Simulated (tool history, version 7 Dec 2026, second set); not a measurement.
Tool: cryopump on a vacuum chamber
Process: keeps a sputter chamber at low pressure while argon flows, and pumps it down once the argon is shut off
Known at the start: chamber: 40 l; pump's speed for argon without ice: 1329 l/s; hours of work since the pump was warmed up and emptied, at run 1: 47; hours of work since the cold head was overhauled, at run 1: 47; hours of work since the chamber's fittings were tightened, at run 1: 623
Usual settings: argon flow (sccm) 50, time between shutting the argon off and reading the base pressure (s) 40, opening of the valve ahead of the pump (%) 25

run,hour,argon flow (sccm),time between shutting the argon off and reading the base pressure (s),opening of the valve ahead of the pump (%),hours of work since the pump was warmed up and emptied,hours of work since the cold head was overhauled,hours of work since the chamber's fittings were tightened,pressure while argon flows (Pa),pressure after the wait (uPa)
1,0.0,50,40,25,47,47,623,0.2557,2.10
2,9.1,50,40,50,52,52,628,0.1283,2.07
3,23.2,50,40,50,60,60,636,0.1287,2.09
4,38.4,50,40,50,69,69,644,0.1284,2.15
5,45.2,50,40,50,73,73,648,0.1302,2.07
6,55.8,50,40,50,78,78,654,0.1281,2.15
7,66.7,52,40,25,85,85,660,0.2662,2.06
8,76.0,52,20,25,90,90,665,0.2684,3.45
9,86.4,50,40,19,95,95,671,0.3399,2.11
10,100.5,59,40,25,103,103,679,0.3025,2.12
11,109.4,59,40,25,108,108,684,0.3036,2.10
12,120.2,59,40,25,114,114,690,0.3027,2.18
13,128.6,59,40,25,119,119,694,0.3019,2.14
14,142.2,59,40,25,127,127,702,0.3032,2.14
15,153.3,59,40,25,133,133,708,0.3052,2.27
16,162.6,59,40,25,138,138,713,0.3040,2.15
17,174.8,50,40,25,145,145,720,0.2575,2.30
18,188.4,50,40,25,152,152,728,0.2580,2.18
19,197.1,37,215,52,157,157,732,0.0924,1.13
20,205.0,37,215,52,161,161,737,0.0946,1.13
21,211.8,37,215,52,165,165,741,0.0922,1.14
22,222.7,50,21,22,171,171,747,0.2946,3.50
23,230.7,50,92,34,176,176,751,0.1912,1.50
24,238.8,70,92,59,180,180,756,0.1563,1.44
25,245.9,88,265,25,184,184,760,0.4556,1.09
26,253.4,71,73,55,188,188,764,0.1709,1.62
27,261.2,71,73,55,193,193,768,0.1725,1.57
28,270.9,50,23,25,198,198,774,0.2614,3.27
29,281.2,94,29,59,204,204,779,0.2110,2.72

Run 30 comes next. What will it give?
30,291.3,73,64,40,210,210,785,?,?

{"run 30": {"pressure while argon flows (Pa)": 0.2385, "pressure after the wait (uPa)": 1.75}}
Without the tool's hidden state the same run would have given pressure while argon flows (Pa) 0.2311, pressure after the wait (uPa) 1.04.
